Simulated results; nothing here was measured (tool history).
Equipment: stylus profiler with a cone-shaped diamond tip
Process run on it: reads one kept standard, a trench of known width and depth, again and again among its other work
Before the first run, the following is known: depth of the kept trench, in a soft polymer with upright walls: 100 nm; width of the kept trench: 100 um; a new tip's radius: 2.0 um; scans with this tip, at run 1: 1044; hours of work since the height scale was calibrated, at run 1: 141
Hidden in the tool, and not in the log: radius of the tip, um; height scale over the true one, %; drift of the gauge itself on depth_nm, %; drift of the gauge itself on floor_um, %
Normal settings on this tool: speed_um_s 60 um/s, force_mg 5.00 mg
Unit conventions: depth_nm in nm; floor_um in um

run,hour,speed_um_s,force_mg,scans with this tip,hours of work since the height scale was calibrated,depth_nm,floor_um
1,0.0,60,5.00,1044,141,100.97,98.61
2,73.2,60,5.00,1426,193,101.03,98.75
3,136.2,60,5.00,1755,238,100.97,98.66
4,211.4,60,5.00,2148,291,101.02,98.68
5,298.6,60,5.00,2603,353,101.01,98.70
6,402.3,36,5.00,3144,426,100.92,98.66
7,509.5,36,5.00,3704,502,100.99,98.75
8,582.9,60,5.00,4087,554,101.02,98.67
9,698.9,60,5.00,4693,636,100.90,98.68
10,801.5,60,5.00,5229,709,101.00,98.71
11,865.8,60,5.00,5564,754,101.06,98.70
12,915.0,60,5.00,5822,789,101.02,98.69
13,1026.5,60,5.00,6404,868,100.98,98.64
14,1095.0,60,5.00,6761,916,100.96,98.66
15,1149.4,60,5.00,7045,955,101.05,98.65
16,1238.3,60,2.15,7509,1018,100.57,98.67
17,1292.2,60,2.15,7791,1056,100.50,98.57
18,1373.9,60,1.88,8217,1114,100.56,98.61
19,1444.5,60,1.88,8586,1163,100.41,98.60
20,1559.5,60,1.88,9187,1245,100.54,98.58
21,1615.2,60,1.88,9477,1284,100.51,98.63
22,1694.3,60,1.88,9890,1340,100.57,98.68
23,1756.4,60,1.88,10214,1384,100.48,98.58
24,1805.4,60,1.88,10470,1419,100.51,98.55
25,1859.9,60,1.88,10755,1457,100.51,98.60
26,1964.3,60,2.02,11300,1531,100.50,98.67
27,2054.8,60,2.02,11772,1595,100.41,98.66
# hour 2081.4: height scale calibrated on a step standard
28,2139.0,102,5.00,12209,41,101.01,98.63
29,2197.2,102,5.00,12513,82,100.95,98.58
# hour 2231.2: new tip fitted, height scale calibrated
30,2293.7,171,11.73,326,44,101.80,98.62
31,2347.7,134,7.09,608,82,101.30,98.64
32,2433.6,134,7.09,1057,143,101.31,98.64
33,2548.6,64,5.24,1657,225,101.10,98.71
34,2621.4,64,5.24,2037,276,100.98,98.68
35,2703.5,64,5.24,2466,334,101.00,98.67
36,2764.7,128,5.00,2786,378,101.03,98.57
37,2856.9,128,5.00,3267,443,100.94,98.55
38,2905.3,33,5.00,3519,477,101.02,98.68
39,2972.8,33,5.00,3872,525,100.93,98.66
40,3072.0,48,5.24,4390,595,101.07,98.72
41,3175.0,223,2.57,4928,668,100.58,98.34
42,3230.7,18,2.69,5219,707,100.63,98.75
43,3311.5,168,2.48,5641,764,100.58,98.43
44,3368.2,168,2.48,5937,805,100.59,98.44
45,3432.5,34,8.27,6272,850,101.42,98.69
46,3533.5,34,8.27,6799,921,101.41,98.66
47,3652.0,34,8.27,7418,1005,101.33,98.70

3 options for the next run, each taken on its own from the tool as it stands now. Forecast them:
A,3720.3,60,13.67,7775,1054,?,?
B,3720.3,135,6.59,7775,1054,?,?
C,3720.3,64,1.73,7775,1054,?,?

run,depth_nm,floor_um
A,101.90,98.66
B,101.19,98.58
C,100.48,98.57
The same runs, with their run-to-run variation unchanged, on a tool lacking any hidden condition would have given:
run,depth_nm,floor_um
A,101.92,98.68
B,101.20,98.60
C,100.50,98.59
